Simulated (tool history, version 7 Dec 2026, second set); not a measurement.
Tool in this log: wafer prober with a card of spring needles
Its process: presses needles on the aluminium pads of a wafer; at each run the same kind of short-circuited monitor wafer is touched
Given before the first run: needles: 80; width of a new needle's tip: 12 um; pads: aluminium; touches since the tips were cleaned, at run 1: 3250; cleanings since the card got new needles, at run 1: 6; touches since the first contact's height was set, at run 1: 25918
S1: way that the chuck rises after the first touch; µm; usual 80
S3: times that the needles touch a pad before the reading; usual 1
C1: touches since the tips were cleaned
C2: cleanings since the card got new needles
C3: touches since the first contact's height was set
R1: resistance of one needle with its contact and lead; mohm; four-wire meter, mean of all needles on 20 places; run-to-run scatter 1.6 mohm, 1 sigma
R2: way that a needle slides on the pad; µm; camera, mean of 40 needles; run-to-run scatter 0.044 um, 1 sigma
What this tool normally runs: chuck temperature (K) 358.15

{"run": 1, "hour": 0.0, "S1": 80, "chuck temperature (K)": 358.15, "S3": 1, "C1": 3250, "C2": 6, "C3": 25918, "R1": 161, "R2": 22.02}
{"hour": 1.9, "done": "tips cleaned on abrasive film"}
{"hour": 9.3, "done": "tips cleaned on abrasive film"}
{"hour": 18.4, "done": "tips cleaned on abrasive film"}
{"hour": 25.8, "done": "tips cleaned on abrasive film"}
{"run": 2, "hour": 31.2, "S1": 80, "chuck temperature (K)": 358.15, "S3": 1, "C1": 2672, "C2": 10, "C3": 41211, "R1": 160, "R2": 22.08}
{"hour": 34.9, "done": "tips cleaned on abrasive film"}
{"hour": 44.1, "done": "tips cleaned on abrasive film"}
{"run": 3, "hour": 49.2, "S1": 80, "chuck temperature (K)": 358.15, "S3": 1, "C1": 2535, "C2": 12, "C3": 50065, "R1": 161, "R2": 21.98}
{"hour": 53.0, "done": "tips cleaned on abrasive film"}
{"hour": 60.4, "done": "tips cleaned on abrasive film"}
{"hour": 69.6, "done": "tips cleaned on abrasive film"}
{"hour": 71.7, "done": "height of the first contact set anew"}
{"hour": 77.3, "done": "tips cleaned on abrasive film"}
{"hour": 84.7, "done": "tips cleaned on abrasive film"}
{"run": 4, "hour": 88.1, "S1": 80, "chuck temperature (K)": 358.15, "S3": 1, "C1": 1667, "C2": 17, "C3": 8015, "R1": 162, "R2": 22.05}
{"hour": 93.7, "done": "tips cleaned on abrasive film"}
{"hour": 101.1, "done": "tips cleaned on abrasive film"}
{"hour": 108.5, "done": "tips cleaned on abrasive film"}
{"hour": 117.5, "done": "tips cleaned on abrasive film"}
{"run": 5, "hour": 123.7, "S1": 80, "chuck temperature (K)": 358.15, "S3": 1, "C1": 3040, "C2": 21, "C3": 25495, "R1": 161, "R2": 22.03}
{"hour": 125.5, "done": "tips cleaned on abrasive film"}
{"hour": 132.9, "done": "tips cleaned on abrasive film"}
{"hour": 140.3, "done": "tips cleaned on abrasive film"}
{"hour": 147.7, "done": "tips cleaned on abrasive film"}
{"run": 6, "hour": 149.0, "S1": 80, "chuck temperature (K)": 358.15, "S3": 1, "C1": 638, "C2": 25, "C3": 37873, "R1": 158, "R2": 22.09}
{"hour": 156.3, "done": "tips cleaned on abrasive film"}
{"hour": 165.4, "done": "tips cleaned on abrasive film"}
{"hour": 172.8, "done": "tips cleaned on abrasive film"}
{"run": 7, "hour": 173.9, "S1": 80, "chuck temperature (K)": 307.15, "S3": 1, "C1": 539, "C2": 28, "C3": 50090, "R1": 153, "R2": 22.04}
{"hour": 181.2, "done": "tips cleaned on abrasive film"}
{"hour": 188.6, "done": "tips cleaned on abrasive film"}
{"hour": 197.6, "done": "tips cleaned on abrasive film"}
{"hour": 197.9, "done": "height of the first contact set anew"}
{"hour": 207.0, "done": "tips cleaned on abrasive film"}
{"run": 8, "hour": 212.2, "S1": 80, "chuck temperature (K)": 307.15, "S3": 1, "C1": 2537, "C2": 32, "C3": 7008, "R1": 151, "R2": 22.14}
{"hour": 215.9, "done": "tips cleaned on abrasive film"}
{"hour": 223.3, "done": "tips cleaned on abrasive film"}
{"hour": 230.7, "done": "tips cleaned on abrasive film"}
{"hour": 238.1, "done": "tips cleaned on abrasive film"}
{"hour": 247.3, "done": "tips cleaned on abrasive film"}
{"run": 9, "hour": 249.0, "S1": 80, "chuck temperature (K)": 358.15, "S3": 1, "C1": 815, "C2": 37, "C3": 25050, "R1": 161, "R2": 22.07}
{"hour": 256.4, "done": "tips cleaned on abrasive film"}
{"hour": 263.8, "done": "tips cleaned on abrasive film"}
{"hour": 273.0, "done": "tips cleaned on abrasive film"}
{"hour": 282.1, "done": "tips cleaned on abrasive film"}
{"run": 10, "hour": 289.0, "S1": 78, "chuck temperature (K)": 358.15, "S3": 1, "C1": 3421, "C2": 41, "C3": 44741, "R1": 161, "R2": 21.48}
{"hour": 291.0, "done": "tips cleaned on abrasive film"}
{"hour": 298.4, "done": "tips cleaned on abrasive film"}
{"hour": 305.8, "done": "tips cleaned on abrasive film"}
{"hour": 315.0, "done": "tips cleaned on abrasive film"}
{"run": 11, "hour": 320.7, "S1": 78, "chuck temperature (K)": 358.15, "S3": 1, "C1": 2811, "C2": 45, "C3": 60246, "R1": 162, "R2": 21.46}
{"hour": 322.6, "done": "tips cleaned on abrasive film"}
{"hour": 322.9, "done": "height of the first contact set anew"}
{"hour": 330.3, "done": "tips cleaned on abrasive film"}
{"hour": 339.5, "done": "tips cleaned on abrasive film"}
{"hour": 348.6, "done": "tips cleaned on abrasive film"}
{"run": 12, "hour": 350.5, "S1": 80, "chuck temperature (K)": 358.15, "S3": 1, "C1": 934, "C2": 49, "C3": 13548, "R1": 157, "R2": 22.04}
{"hour": 357.6, "done": "tips cleaned on abrasive film"}
{"hour": 366.7, "done": "tips cleaned on abrasive film"}
{"hour": 375.9, "done": "tips cleaned on abrasive film"}
{"hour": 385.0, "done": "tips cleaned on abrasive film"}
{"run": 13, "hour": 389.8, "S1": 80, "chuck temperature (K)": 358.15, "S3": 1, "C1": 2372, "C2": 53, "C3": 32888, "R1": 160, "R2": 22.12}
{"hour": 393.3, "done": "tips cleaned on abrasive film"}
{"hour": 400.7, "done": "tips cleaned on abrasive film"}
{"hour": 409.7, "done": "tips cleaned on abrasive film"}
{"hour": 417.1, "done": "tips cleaned on abrasive film"}
{"hour": 426.0, "done": "tips cleaned on abrasive film"}
{"run": 14, "hour": 427.2, "S1": 64, "chuck temperature (K)": 325.15, "S3": 2, "C1": 585, "C2": 58, "C3": 51188, "R1": 156, "R2": 17.6}
{"hour": 434.6, "done": "tips cleaned on abrasive film"}
{"hour": 442.0, "done": "tips cleaned on abrasive film"}
{"hour": 447.5, "done": "height of the first contact set anew"}
{"hour": 451.3, "done": "tips cleaned on abrasive film"}
{"hour": 460.5, "done": "tips cleaned on abrasive film"}
{"run": 15, "hour": 467.7, "S1": 64, "chuck temperature (K)": 301.15, "S3": 2, "C1": 3560, "C2": 62, "C3": 9907, "R1": 154, "R2": 17.67}
{"hour": 469.6, "done": "tips cleaned on abrasive film"}
{"hour": 478.6, "done": "tips cleaned on abrasive film"}
{"hour": 487.5, "done": "tips cleaned on abrasive film"}
{"run": 16, "hour": 491.8, "S1": 64, "chuck temperature (K)": 301.15, "S3": 2, "C1": 2128, "C2": 65, "C3": 21733, "R1": 155, "R2": 17.73}
{"hour": 495.4, "done": "tips cleaned on abrasive film"}
{"hour": 504.6, "done": "tips cleaned on abrasive film"}
{"hour": 513.8, "done": "tips cleaned on abrasive film"}
{"hour": 522.9, "done": "tips cleaned on abrasive film"}
{"run": 17, "hour": 523.2, "S1": 88, "chuck temperature (K)": 312.15, "S3": 3, "C1": 140, "C2": 69, "C3": 37111, "R1": 152, "R2": 24.29}
{"hour": 530.4, "done": "tips cleaned on abrasive film"}
{"hour": 537.8, "done": "tips cleaned on abrasive film"}
{"hour": 545.2, "done": "tips cleaned on abrasive film"}
{"run": 18, "hour": 552.4, "S1": 80, "chuck temperature (K)": 358.15, "S3": 1, "C1": 3606, "C2": 72, "C3": 51507, "R1": 161, "R2": 22.05}
{"hour": 554.3, "done": "tips cleaned on abrasive film"}
{"hour": 563.5, "done": "tips cleaned on abrasive film"}
{"hour": 572.7, "done": "tips cleaned on abrasive film"}
{"hour": 573.0, "done": "height of the first contact set anew"}
{"run": 19, "hour": 578.5, "S1": 80, "chuck temperature (K)": 358.15, "S3": 1, "C1": 2700, "C2": 75, "C3": 2700, "R1": 162, "R2": 22.17}
{"hour": 582.2, "done": "tips cleaned on abrasive film"}
{"hour": 589.6, "done": "tips cleaned on abrasive film"}
{"run": 20, "hour": 595.8, "S1": 66, "chuck temperature (K)": 358.15, "S3": 2, "C1": 3077, "C2": 77, "C3": 11217, "R1": 162, "R2": 18.28}
{"hour": 597.8, "done": "tips cleaned on abrasive film"}
{"hour": 606.9, "done": "tips cleaned on abrasive film"}
{"hour": 616.1, "done": "tips cleaned on abrasive film"}
{"run": 21, "hour": 618.0, "S1": 86, "chuck temperature (K)": 358.15, "S3": 3, "C1": 953, "C2": 80, "C3": 22094, "R1": 163, "R2": 23.92}
{"hour": 623.6, "done": "tips cleaned on abrasive film"}
{"hour": 631.0, "done": "tips cleaned on abrasive film"}
{"hour": 640.2, "done": "tips cleaned on abrasive film"}
{"run": 22, "hour": 640.2, "S1": 86, "chuck temperature (K)": 358.15, "S3": 3, "C1": 0, "C2": 83, "C3": 32945, "R1": 162, "R2": 23.8}
{"hour": 649.4, "done": "tips cleaned on abrasive film"}
{"hour": 658.6, "done": "tips cleaned on abrasive film"}
{"run": 23, "hour": 662.2, "S1": 62, "chuck temperature (K)": 377.15, "S3": 2, "C1": 1790, "C2": 85, "C3": 43782, "R1": 167, "R2": 17.13}

Consider 5 possible next runs. They are alternatives, not a sequence: every one starts from the tool as it was left by run 23. What does each give?
{"hour": 667.6, "done": "tips cleaned on abrasive film"}
{"hour": 676.9, "done": "tips cleaned on abrasive film"}
{"hour": 686.0, "done": "tips cleaned on abrasive film"}
{"hour": 693.4, "done": "tips cleaned on abrasive film"}
{"hour": 697.4, "done": "height of the first contact set anew"}
{"run": "A", "hour": 700.7, "S1": 80, "chuck temperature (K)": 303.15, "S3": 3, "C1": 3475, "C2": 89, "C3": 1661, "R1": "?", "R2": "?"}
{"hour": 667.6, "done": "tips cleaned on abrasive film"}
{"hour": 676.9, "done": "tips cleaned on abrasive film"}
{"hour": 686.0, "done": "tips cleaned on abrasive film"}
{"hour": 693.4, "done": "tips cleaned on abrasive film"}
{"hour": 697.4, "done": "height of the first contact set anew"}
{"run": "B", "hour": 700.7, "S1": 82, "chuck temperature (K)": 339.15, "S3": 2, "C1": 3475, "C2": 89, "C3": 1661, "R1": "?", "R2": "?"}
{"hour": 667.6, "done": "tips cleaned on abrasive film"}
{"hour": 676.9, "done": "tips cleaned on abrasive film"}
{"hour": 686.0, "done": "tips cleaned on abrasive film"}
{"hour": 693.4, "done": "tips cleaned on abrasive film"}
{"hour": 697.4, "done": "height of the first contact set anew"}
{"run": "C", "hour": 700.7, "S1": 95, "chuck temperature (K)": 301.15, "S3": 2, "C1": 3475, "C2": 89, "C3": 1661, "R1": "?", "R2": "?"}
{"hour": 667.6, "done": "tips cleaned on abrasive film"}
{"hour": 676.9, "done": "tips cleaned on abrasive film"}
{"hour": 686.0, "done": "tips cleaned on abrasive film"}
{"hour": 693.4, "done": "tips cleaned on abrasive film"}
{"hour": 697.4, "done": "height of the first contact set anew"}
{"run": "D", "hour": 700.7, "S1": 93, "chuck temperature (K)": 305.15, "S3": 1, "C1": 3475, "C2": 89, "C3": 1661, "R1": "?", "R2": "?"}
{"hour": 667.6, "done": "tips cleaned on abrasive film"}
{"hour": 676.9, "done": "tips cleaned on abrasive film"}
{"hour": 686.0, "done": "tips cleaned on abrasive film"}
{"hour": 693.4, "done": "tips cleaned on abrasive film"}
{"hour": 697.4, "done": "height of the first contact set anew"}
{"run": "E", "hour": 700.7, "S1": 72, "chuck temperature (K)": 323.15, "S3": 2, "C1": 3475, "C2": 89, "C3": 1661, "R1": "?", "R2": "?"}

run=A R1=151 R2=22.14
run=B R1=159 R2=22.72
run=C R1=152 R2=26.32
run=D R1=149 R2=25.75
run=E R1=157 R2=19.93
Stripped of hidden state, with their random variation kept, the same runs would have yielded:
run=A R1=151 R2=21.98
run=B R1=159 R2=22.55
run=C R1=152 R2=26.13
run=D R1=149 R2=25.57
run=E R1=157 R2=19.79

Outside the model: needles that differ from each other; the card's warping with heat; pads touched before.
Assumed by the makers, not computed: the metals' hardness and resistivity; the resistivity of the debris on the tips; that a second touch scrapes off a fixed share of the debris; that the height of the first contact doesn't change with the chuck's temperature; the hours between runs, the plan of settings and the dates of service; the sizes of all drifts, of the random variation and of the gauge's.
